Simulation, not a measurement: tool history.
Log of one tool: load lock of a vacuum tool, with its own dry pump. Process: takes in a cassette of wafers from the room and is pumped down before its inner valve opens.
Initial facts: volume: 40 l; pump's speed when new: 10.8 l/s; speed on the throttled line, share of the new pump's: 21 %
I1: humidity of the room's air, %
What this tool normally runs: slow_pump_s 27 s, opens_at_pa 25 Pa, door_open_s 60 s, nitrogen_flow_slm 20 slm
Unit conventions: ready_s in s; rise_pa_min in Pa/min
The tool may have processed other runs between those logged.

Run 1, day 0: usual settings; I1 45.2. Result: ready_s 52.3 s, rise_pa_min 0.009 Pa/min.
Run 2, day 5.646: usual settings; I1 45.6. Result: ready_s 52.1 s, rise_pa_min 0.021 Pa/min.
Run 3, day 8.596: usual settings; I1 42.6. Result: ready_s 52.6 s, rise_pa_min 0.015 Pa/min.
Run 4, day 12.492: usual settings; I1 45. Result: ready_s 52.1 s, rise_pa_min 0.018 Pa/min.
Run 5, day 17.45: usual settings but opens_at_pa 30 Pa; I1 45.5. Result: ready_s 51.1 s, rise_pa_min 0.015 Pa/min.
Run 6, day 21.988: usual settings but nitrogen_flow_slm 43 slm; I1 42.7. Result: ready_s 51.7 s, rise_pa_min 0.008 Pa/min.
Run 7, day 28.196: usual settings but door_open_s 88 s; I1 46.4. Result: ready_s 51.9 s, rise_pa_min 0.018 Pa/min.
Run 8, day 31.571: usual settings; I1 48.3. Result: ready_s 52.4 s, rise_pa_min 0.012 Pa/min.
Run 9, day 36.454: usual settings; I1 46.5. Result: ready_s 52.4 s, rise_pa_min 0.021 Pa/min.
Run 10, day 41.888: usual settings; I1 44.4. Result: ready_s 52 s, rise_pa_min 0.019 Pa/min.
Run 11, day 45.092: usual settings; I1 45.7. Result: ready_s 51.9 s, rise_pa_min 0.017 Pa/min.
Run 12, day 49.517: usual settings; I1 47.8. Result: ready_s 51.8 s, rise_pa_min 0.02 Pa/min.
Run 13, day 54.725: usual settings; I1 44.7. Result: ready_s 51.7 s, rise_pa_min 0.019 Pa/min.
Run 14, day 58.592: usual settings; I1 45. Result: ready_s 52.2 s, rise_pa_min 0.019 Pa/min.
Run 15, day 61.442: usual settings; I1 43.9. Result: ready_s 52.2 s, rise_pa_min 0.017 Pa/min.
Run 16, day 67.388: usual settings; I1 46.1. Result: ready_s 52 s, rise_pa_min 0.017 Pa/min.
Run 17, day 70.604: usual settings; I1 41.6. Result: ready_s 52.4 s, rise_pa_min 0.015 Pa/min.
Run 18, day 76.45: usual settings; I1 45.6. Result: ready_s 52.4 s, rise_pa_min 0.014 Pa/min.
Run 19, day 82.138: usual settings; I1 45.9. Result: ready_s 51.7 s, rise_pa_min 0.019 Pa/min.
Run 20, day 88.412: usual settings but slow_pump_s 36 s, opens_at_pa 35 Pa, door_open_s 200 s; I1 43. Result: ready_s 58.2 s, rise_pa_min 0.03 Pa/min.
Run 21, day 93.192: usual settings but opens_at_pa 46 Pa, nitrogen_flow_slm 13 slm; I1 41.1. Result: ready_s 49.5 s, rise_pa_min 0.026 Pa/min.
Run 22, day 97.121: usual settings but slow_pump_s 34 s, opens_at_pa 24 Pa, door_open_s 44 s, nitrogen_flow_slm 13 slm; I1 47.6. Result: ready_s 58.2 s, rise_pa_min 0.019 Pa/min.
Run 23, day 100.446: usual settings but slow_pump_s 34 s, opens_at_pa 24 Pa, door_open_s 44 s, nitrogen_flow_slm 13 slm; I1 41. Result: ready_s 57.9 s, rise_pa_min 0.021 Pa/min.
Run 24, day 105.696: usual settings but slow_pump_s 34 s, opens_at_pa 24 Pa, door_open_s 44 s, nitrogen_flow_slm 13 slm; I1 47.4. Result: ready_s 57.7 s, rise_pa_min 0.023 Pa/min.
Run 25, day 111.996: usual settings but door_open_s 81 s; I1 48. Result: ready_s 51.7 s, rise_pa_min 0.022 Pa/min.
Run 26, day 118.038: usual settings but slow_pump_s 15 s, nitrogen_flow_slm 10 slm; I1 45.7. Result: ready_s 42.6 s, rise_pa_min 0.022 Pa/min.
Run 27, day 123.65: usual settings but opens_at_pa 43 Pa; I1 44.2. Result: ready_s 50 s, rise_pa_min 0.013 Pa/min.
Run 28, day 126.517: usual settings but slow_pump_s 16 s, opens_at_pa 42 Pa, door_open_s 124 s, nitrogen_flow_slm 15 slm; I1 44.7. Result: ready_s 41.3 s, rise_pa_min 0.024 Pa/min.
Run 29, day 132.171: usual settings but slow_pump_s 54 s, door_open_s 44 s, nitrogen_flow_slm 9 slm; I1 47.2. Result: ready_s 73.3 s, rise_pa_min 0.021 Pa/min.
Run 30, day 135.125: usual settings but slow_pump_s 54 s, door_open_s 44 s, nitrogen_flow_slm 9 slm; I1 44.8. Result: ready_s 74 s, rise_pa_min 0.019 Pa/min.
Run 31, day 138.283: usual settings but door_open_s 33 s; I1 47.8. Result: ready_s 52.2 s, rise_pa_min 0.013 Pa/min.
Run 32, day 141.017: usual settings but slow_pump_s 39 s, opens_at_pa 30 Pa, door_open_s 53 s; I1 41.4. Result: ready_s 61 s, rise_pa_min 0.012 Pa/min.
Run 33, day 144.5: usual settings but door_open_s 67 s; I1 49. Result: ready_s 52.1 s, rise_pa_min 0.013 Pa/min.
Run 34, day 150.188: usual settings but slow_pump_s 15 s, opens_at_pa 22 Pa, door_open_s 147 s; I1 45.3. Result: ready_s 43.2 s, rise_pa_min 0.025 Pa/min.
Run 35, day 156.308: usual settings but slow_pump_s 51 s; I1 42.5. Result: ready_s 71.1 s, rise_pa_min 0.022 Pa/min.
Run 36, day 161.146: usual settings but slow_pump_s 51 s; I1 46.5. Result: ready_s 70.7 s, rise_pa_min 0.021 Pa/min.
Run 37, day 164.412: usual settings but slow_pump_s 51 s; I1 45.3. Result: ready_s 71.2 s, rise_pa_min 0.02 Pa/min.

Branching from run 37: 3 alternative next runs. What would each branch give?
Run A, day 168.371: usual settings but slow_pump_s 20 s, door_open_s 154 s; I1 42.7. Result: ready_s ?, rise_pa_min ?.
Run B, day 168.371: usual settings but slow_pump_s 51 s, nitrogen_flow_slm 4 slm; I1 44.4. Result: ready_s ?, rise_pa_min ?.
Run C, day 168.371: usual settings but slow_pump_s 51 s, opens_at_pa 49 Pa; I1 48.7. Result: ready_s ?, rise_pa_min ?.

run  ready_s  rise_pa_min
  A     46.9         0.02
  B       71        0.032
  C     68.6        0.014
The same runs, with their run-to-run variation unchanged, on a tool lacking any hidden condition would have given:
run  ready_s  rise_pa_min
  A     46.9         0.02
  B       71        0.032
  C     68.6        0.014
